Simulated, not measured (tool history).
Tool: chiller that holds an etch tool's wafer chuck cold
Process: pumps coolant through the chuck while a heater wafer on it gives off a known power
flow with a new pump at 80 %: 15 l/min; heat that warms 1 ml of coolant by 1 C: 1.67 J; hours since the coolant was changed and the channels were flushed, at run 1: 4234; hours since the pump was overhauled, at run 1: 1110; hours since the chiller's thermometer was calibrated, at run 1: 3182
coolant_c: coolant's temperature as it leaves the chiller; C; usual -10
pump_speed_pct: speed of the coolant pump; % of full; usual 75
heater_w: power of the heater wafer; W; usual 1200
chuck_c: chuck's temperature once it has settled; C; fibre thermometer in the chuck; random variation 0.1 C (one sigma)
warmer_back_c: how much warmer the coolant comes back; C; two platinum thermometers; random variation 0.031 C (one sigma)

run	hour	coolant_c	pump_speed_pct	heater_w	hours since the coolant was changed and the channels were flushed	hours since the pump was overhauled	hours since the chiller's thermometer was calibrated	chuck_c	warmer_back_c
1	0	-10	75	1200	4234	1110	3182	-1.4	3.11
2	22.5	-10	75	1200	4257	1132	3205	-1.7	3.15
3	54.8	-10	75	1200	4289	1165	3237	-1.4	3.11
4	83.5	-10	75	1200	4318	1193	3266	-1.7	3.08
5	112.3	-10	75	1200	4347	1222	3295	-1.5	3.14
6	137.6	-10	75	1702	4372	1247	3320	2	4.52
7	161.5	-10	75	1702	4396	1271	3344	2.3	4.44
8	177.6	-10	75	1200	4412	1287	3360	-1.2	3.14
9	193.7	-10	75	649	4428	1304	3376	-5.5	1.7
# hour 201.4: coolant pump overhauled
10	216.2	-10	75	649	4446	15	3394	-5.4	1.76
11	236.6	-10	75	649	4466	35	3414	-5.4	1.7
# hour 261.5: chiller's thermometer calibrated
12	262.4	-10	75	649	4491	60	1	-5.1	1.74
13	288.8	-10	75	649	4517	86	27	-5.1	1.74
14	306.1	-10	75	649	4534	104	45	-5.3	1.7
15	327.6	-10	75	1710	4556	125	66	2.4	4.58
16	362.8	-10	68	1200	4591	160	101	-0.5	3.54
# hour 376.1: coolant pump overhauled, once more
17	383.6	-14	70	1200	4607	7	117	-4.9	3.27
18	410.9	-8	70	808	4634	35	144	-2.1	2.23
19	434	0	86	1641	4657	58	168	10.7	3.66
20	456.6	0	86	1641	4680	81	190	10.7	3.66
21	486.9	0	84	642	4710	111	220	4.2	1.46
22	507.5	-2	84	626	4731	131	241	2	1.43
23	525.6	-2	84	626	4749	149	259	2.1	1.45
24	540.7	-10	81	1200	4764	165	274	-1.9	2.82
25	570.8	-2	88	743	4794	195	304	2.7	1.64
26	599.1	-17	83	667	4822	223	333	-12.6	1.59
27	625.1	-10	62	1200	4848	249	359	-0.1	3.77
28	650	-16	98	1200	4873	274	383	-9	2.4
29	665	-16	92	853	4888	289	398	-10.8	1.77
30	698.8	-16	92	853	4922	323	432	-10.8	1.77
31	722.4	-16	92	853	4946	346	456	-10.7	1.76

Hidden state at the last listed run before each entry between runs and at the first one after, where it differs:
Between runs 9 and 10: coolant pump overhauled (hour 201.4)
  heat passed by the chuck's channels, % of clean ones': 88.8 -> 88.7; flow at a given pump speed, % of a new pump's: 97.7 -> 96.9
  measured less the result without the state, chuck_c: +0.3 -> +0.4 C; warmer_back_c: +0.04 -> +0.05 C
Between runs 11 and 12: chiller's thermometer calibrated (hour 261.5)
  heat passed by the chuck's channels, % of clean ones': 88.7 -> 88.6; coolant's true temperature over the reading, C: -0.19 -> -0.02
  measured less the result without the state, chuck_c: +0.4 -> +0.5 C; warmer_back_c: +0.05 -> +0.06 C
Between runs 16 and 17: coolant pump overhauled, once more (hour 376.1)
  heat passed by the chuck's channels, % of clean ones': 88.4 -> 88.3; flow at a given pump speed, % of a new pump's: 96.8 -> 100.3
  measured less the result without the state, chuck_c: +1.1 -> +0.8 C; warmer_back_c: +0.12 -> -0.01 C
